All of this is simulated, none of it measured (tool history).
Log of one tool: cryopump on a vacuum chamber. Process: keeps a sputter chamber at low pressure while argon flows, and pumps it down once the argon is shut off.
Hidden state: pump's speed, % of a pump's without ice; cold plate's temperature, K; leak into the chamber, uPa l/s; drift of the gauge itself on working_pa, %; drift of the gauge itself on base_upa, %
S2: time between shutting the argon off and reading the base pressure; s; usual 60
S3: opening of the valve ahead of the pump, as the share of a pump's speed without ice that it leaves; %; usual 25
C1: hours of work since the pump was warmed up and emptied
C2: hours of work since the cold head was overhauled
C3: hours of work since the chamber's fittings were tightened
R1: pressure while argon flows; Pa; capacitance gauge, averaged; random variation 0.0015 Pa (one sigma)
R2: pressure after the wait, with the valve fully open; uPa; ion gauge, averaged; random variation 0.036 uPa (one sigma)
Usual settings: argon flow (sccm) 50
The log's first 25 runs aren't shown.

Run 26, hour 1672.3: usual settings but argon flow (sccm) 53, S2 259 s, S3 23 %; C1 404; C2 2917; C3 506. Result: R1 0.4375 Pa, R2 1.53 uPa.
Run 27, hour 1723.4: usual settings but argon flow (sccm) 53, S2 259 s, S3 23 %; C1 444; C2 2957; C3 546. Result: R1 0.4350 Pa, R2 1.62 uPa.
Run 28, hour 1788.0: usual settings but argon flow (sccm) 53, S2 259 s, S3 23 %; C1 496; C2 3009; C3 598. Result: R1 0.4356 Pa, R2 1.70 uPa.
Run 29, hour 1844.7: usual settings but argon flow (sccm) 58, S2 168 s, S3 20 %; C1 541; C2 3054; C3 643. Result: R1 0.5538 Pa, R2 1.98 uPa.
Run 30, hour 1923.4: usual settings but argon flow (sccm) 58, S2 168 s, S3 34 %; C1 603; C2 3116; C3 705. Result: R1 0.3325 Pa, R2 1.98 uPa.
Run 31, hour 2011.2: usual settings but argon flow (sccm) 25, S3 38 %; C1 673; C2 3186; C3 775. Result: R1 0.1309 Pa, R2 3.23 uPa.
Run 32, hour 2065.1: usual settings but S2 54 s, S3 20 %; C1 716; C2 3229; C3 818. Result: R1 0.4795 Pa, R2 3.47 uPa.
Run 33, hour 2108.4: usual settings but argon flow (sccm) 77, S2 54 s, S3 20 %; C1 750; C2 3263; C3 852. Result: R1 0.7393 Pa, R2 3.67 uPa.
Run 34, hour 2167.1: usual settings but argon flow (sccm) 88, S2 218 s, S3 20 %; C1 797; C2 3310; C3 899. Result: R1 0.8488 Pa, R2 2.35 uPa.
Run 35, hour 2252.5: usual settings but argon flow (sccm) 88, S2 203 s, S3 29 %; C1 864; C2 3377; C3 967. Result: R1 0.6029 Pa, R2 2.52 uPa.

Forecast each of these 3 alternatives for the next run:
Run A, hour 2335.1: usual settings but S2 50 s, S3 46 %; C1 930; C2 3443; C3 1032. Result: R1 ?, R2 ?.
Run B, hour 2335.1: usual settings but argon flow (sccm) 27, S2 203 s, S3 29 %; C1 930; C2 3443; C3 1032. Result: R1 ?, R2 ?.
Run C, hour 2335.1: usual settings but argon flow (sccm) 99, S2 34 s, S3 46 %; C1 930; C2 3443; C3 1032. Result: R1 ?, R2 ?.

run      R1    R2
  A  0.2261  4.04
  B  0.1855  2.62
  C  0.4483  5.05
Without the tool's hidden state the same runs would have given:
run      R1    R2
  A  0.1981  2.25
  B  0.1703  0.82
  C  0.3928  3.26
